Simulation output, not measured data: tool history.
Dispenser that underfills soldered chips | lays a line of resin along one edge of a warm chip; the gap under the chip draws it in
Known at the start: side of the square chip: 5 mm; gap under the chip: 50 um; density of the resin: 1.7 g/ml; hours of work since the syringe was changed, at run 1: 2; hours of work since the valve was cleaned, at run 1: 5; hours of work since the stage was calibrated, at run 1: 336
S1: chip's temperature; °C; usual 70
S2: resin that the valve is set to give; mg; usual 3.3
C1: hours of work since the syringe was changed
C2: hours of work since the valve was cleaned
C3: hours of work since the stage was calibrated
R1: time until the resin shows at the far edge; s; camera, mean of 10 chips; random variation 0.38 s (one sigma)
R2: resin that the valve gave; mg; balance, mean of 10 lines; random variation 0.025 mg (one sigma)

| run | day | S1 | S2 | C1 | C2 | C3 | R1 | R2 |
|---|---|---|---|---|---|---|---|---|
| 1 | 0 | 70 | 3.3 | 2 | 5 | 336 | 23.5 | 3.25 |
|  | 0.283 | new syringe of resin |
| 2 | 0.325 | 70 | 3.3 | 1 | 10 | 341 | 23 | 3.29 |
|  | 0.696 | new syringe of resin |
| 3 | 0.95 | 64 | 3.3 | 4 | 20 | 351 | 31 | 3.25 |
|  | 1.138 | new syringe of resin |
| 4 | 1.308 | 70 | 3.3 | 3 | 26 | 356 | 24 | 3.21 |
|  | 1.554 | new syringe of resin |
| 5 | 1.925 | 70 | 3.3 | 6 | 36 | 366 | 27.2 | 3.27 |
|  | 1.992 | new syringe of resin |
|  | 2.429 | new syringe of resin |
| 6 | 2.429 | 70 | 3.3 | 0 | 44 | 374 | 21.5 | 3.2 |
|  | 2.708 | stage's temperature calibrated |
|  | 2.912 | new syringe of resin |
| 7 | 3.142 | 70 | 3.3 | 4 | 55 | 7 | 26.8 | 3.17 |
|  | 3.338 | new syringe of resin |
| 8 | 3.508 | 56 | 3.3 | 3 | 60 | 13 | 41.3 | 3.18 |
|  | 3.758 | new syringe of resin |
| 9 | 3.996 | 56 | 3.3 | 4 | 68 | 20 | 42.1 | 3.13 |
|  | 4.158 | new syringe of resin |
| 10 | 4.375 | 56 | 3.3 | 4 | 74 | 26 | 42.6 | 3.13 |
|  | 4.588 | new syringe of resin |
| 11 | 4.962 | 56 | 3.3 | 6 | 84 | 36 | 45 | 3.11 |
|  | 5.025 | new syringe of resin |
|  | 5.446 | new syringe of resin |
| 12 | 5.608 | 56 | 3.3 | 3 | 94 | 46 | 41.3 | 3.07 |
|  | 5.862 | new syringe of resin |
| 13 | 6.246 | 56 | 2.8 | 6 | 104 | 56 | 49 | 2.57 |
|  | 6.292 | new syringe of resin |
|  | 6.75 | new syringe of resin |
| 14 | 6.804 | 56 | 2.8 | 1 | 113 | 65 | 40.4 | 2.58 |
|  | 7.175 | new syringe of resin |
| 15 | 7.188 | 56 | 2.8 | 0 | 119 | 71 | 38.6 | 2.59 |
|  | 7.617 | new syringe of resin |
| 16 | 7.854 | 61 | 4.12 | 4 | 129 | 82 | 34.7 | 3.68 |
|  | 8.025 | new syringe of resin |
| 17 | 8.246 | 80 | 4.02 | 4 | 136 | 88 | 19.4 | 3.64 |
|  | 8.454 | new syringe of resin |
|  | 8.646 | dispensing valve cleaned and set on the balance |
| 18 | 8.683 | 80 | 4.02 | 3 | 1 | 94 | 18.8 | 4.06 |
|  | 8.938 | new syringe of resin |
| 19 | 9.2 | 80 | 4.02 | 4 | 9 | 102 | 18.8 | 3.98 |
|  | 9.367 | new syringe of resin |
|  | 9.783 | new syringe of resin |
| 20 | 9.783 | 57 | 3.15 | 0 | 18 | 112 | 35.7 | 3.09 |
|  | 10.188 | new syringe of resin |
| 21 | 10.225 | 57 | 3.15 | 1 | 25 | 119 | 35 | 3.1 |
| 22 | 10.562 | 70 | 3.45 | 6 | 31 | 124 | 27.7 | 3.36 |
|  | 10.625 | new syringe of resin |
|  | 11.046 | new syringe of resin |
| 23 | 11.279 | 62 | 3.49 | 4 | 42 | 135 | 33.2 | 3.36 |
|  | 11.454 | new syringe of resin |
| 24 | 11.712 | 76 | 3.93 | 4 | 49 | 142 | 22.3 | 3.84 |
|  | 11.858 | new syringe of resin |
| 25 | 12.075 | 59 | 2.91 | 4 | 54 | 148 | 37 | 2.76 |
|  | 12.292 | new syringe of resin |
| 26 | 12.512 | 81 | 2.99 | 4 | 61 | 155 | 18.8 | 2.89 |
|  | 12.708 | new syringe of resin |
| 27 | 12.879 | 57 | 3.62 | 3 | 67 | 161 | 38.2 | 3.44 |
|  | 13.138 | new syringe of resin |
| 28 | 13.4 | 57 | 3.62 | 4 | 75 | 169 | 40.4 | 3.41 |
|  | 13.558 | new syringe of resin |
|  | 13.967 | new syringe of resin |
| 29 | 14.021 | 66 | 3.86 | 1 | 85 | 179 | 25.9 | 3.61 |

Forecast each of these 5 alternatives for the next run:
| A | 14.321 | 64 | 3.23 | 6 | 90 | 184 | ? | ? |
| B | 14.321 | 70 | 3.8 | 6 | 90 | 184 | ? | ? |
| C | 14.321 | 67 | 3.24 | 6 | 90 | 184 | ? | ? |
| D | 14.321 | 73 | 3.77 | 6 | 90 | 184 | ? | ? |
| E | 14.321 | 70 | 4.16 | 6 | 90 | 184 | ? | ? |

| run | R1 | R2 |
|---|---|---|
| A | 33.3 | 3.04 |
| B | 26.4 | 3.56 |
| C | 30 | 3.02 |
| D | 24.2 | 3.51 |
| E | 25.6 | 3.91 |
Without the tool's hidden state the same runs would have given:
| run | R1 | R2 |
|---|---|---|
| A | 28.6 | 3.26 |
| B | 22.9 | 3.82 |
| C | 25.8 | 3.24 |
| D | 20.9 | 3.77 |
| E | 22.1 | 4.2 |
